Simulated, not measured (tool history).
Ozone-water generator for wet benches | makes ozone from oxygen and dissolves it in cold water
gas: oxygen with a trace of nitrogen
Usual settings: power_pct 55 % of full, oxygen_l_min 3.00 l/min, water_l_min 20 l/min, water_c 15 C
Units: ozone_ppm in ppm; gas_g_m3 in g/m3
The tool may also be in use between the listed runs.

run	hour	power_pct	oxygen_l_min	water_l_min	water_c	ozone_ppm	gas_g_m3
1	0.0	55	3.00	20	15	12.9	210.4
2	22.5	55	3.00	20	15	12.8	208.5
3	53.1	55	2.64	20	15	12.0	217.8
4	76.8	59	3.00	20	15	13.5	215.1
# hour 79.7: water thermometer calibrated
5	101.5	55	3.00	20	15	12.8	208.5
6	115.3	55	3.00	20	15	12.6	209.6
# hour 134.9: water thermometer calibrated, once more
7	144.6	55	2.38	17	15	13.7	222.8
8	161.8	93	2.38	24	15	13.1	303.5
9	191.9	93	2.38	24	15	12.9	303.9
10	210.9	47	2.77	29	20	7.5	197.2
11	234.6	47	2.77	29	20	7.7	196.6
12	257.4	61	2.77	16	20	15.2	227.4

4 ways to go on from here, each from the tool as it stands after run 12. What would each give?
A	279.9	61	2.60	16	16	?	?
B	279.9	93	4.89	21	20	?	?
C	279.9	55	3.00	20	8	?	?
D	279.9	51	3.00	20	7	?	?

run	ozone_ppm	gas_g_m3
A	15.4	231.2
B	18.0	239.0
C	13.5	209.5
D	13.2	198.0
Without the tool's hidden state the same runs would have given:
run	ozone_ppm	gas_g_m3
A	16.5	235.3
B	19.5	244.5
C	14.5	213.0
D	14.2	201.2

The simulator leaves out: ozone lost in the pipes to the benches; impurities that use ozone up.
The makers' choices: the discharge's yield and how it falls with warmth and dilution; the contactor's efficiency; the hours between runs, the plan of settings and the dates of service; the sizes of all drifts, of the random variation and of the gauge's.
